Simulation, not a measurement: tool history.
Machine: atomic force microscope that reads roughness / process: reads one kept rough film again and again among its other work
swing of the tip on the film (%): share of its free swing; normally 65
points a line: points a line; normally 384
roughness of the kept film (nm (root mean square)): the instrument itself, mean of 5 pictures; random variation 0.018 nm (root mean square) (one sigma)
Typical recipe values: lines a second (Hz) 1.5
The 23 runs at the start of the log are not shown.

run    hour  lines a second (Hz)  swing of the tip on the film (%)  points a line  roughness of the kept film (nm (root mean square))
       1355  -- new tip fitted
 24  1358.2                  3.1                                65            630                                                4.16
 25  1392.2                  3.1                                65            630                                               4.139
 26  1454.6                  3.1                                65            630                                               4.141
     1498.8  -- new tip fitted
 27  1515.4                 2.09                                60            271                                               4.264
 28    1585                 2.09                                60            271                                                4.26
     1640.6  -- new tip fitted
 29  1659.1                 2.51                                60            271                                               4.231
 30  1706.3                 0.52                                87            384                                               4.278
 31    1744                 0.67                                85            384                                               4.237
       1786  -- new tip fitted
 32  1815.9                 0.67                                85            322                                               4.253
 33  1891.3                 0.89                                87            384                                               4.183
     1931.6  -- new tip fitted
 34  1932.6                 2.03                                68            507                                                4.21
 35  1979.1                 2.03                                68            507                                               4.211
 36  2047.1                  1.5                                83            366                                               4.038
     2075.8  -- new tip fitted
 37  2110.2                  1.5                                83            366                                               4.053

Alternative continuations, all from the tool just after run 37; predict every row:
  A  2178                  1.5                                56            265                                                   ?
  B  2178                 0.78                                70            284                                                   ?
  C  2178                 1.52                                71            555                                                   ?
  D  2178                  1.5                                76            366                                                   ?
  E  2178                  1.5                                83            366                                                   ?

run  roughness of the kept film (nm (root mean square))
  A                                               4.345
  B                                               4.323
  C                                               4.231
  D                                               4.146
  E                                               4.051
Stripped of hidden state, with their random variation kept, the same runs would have yielded:
run  roughness of the kept film (nm (root mean square))
  A                                               4.358
  B                                               4.337
  C                                               4.244
  D                                               4.159
  E                                               4.063

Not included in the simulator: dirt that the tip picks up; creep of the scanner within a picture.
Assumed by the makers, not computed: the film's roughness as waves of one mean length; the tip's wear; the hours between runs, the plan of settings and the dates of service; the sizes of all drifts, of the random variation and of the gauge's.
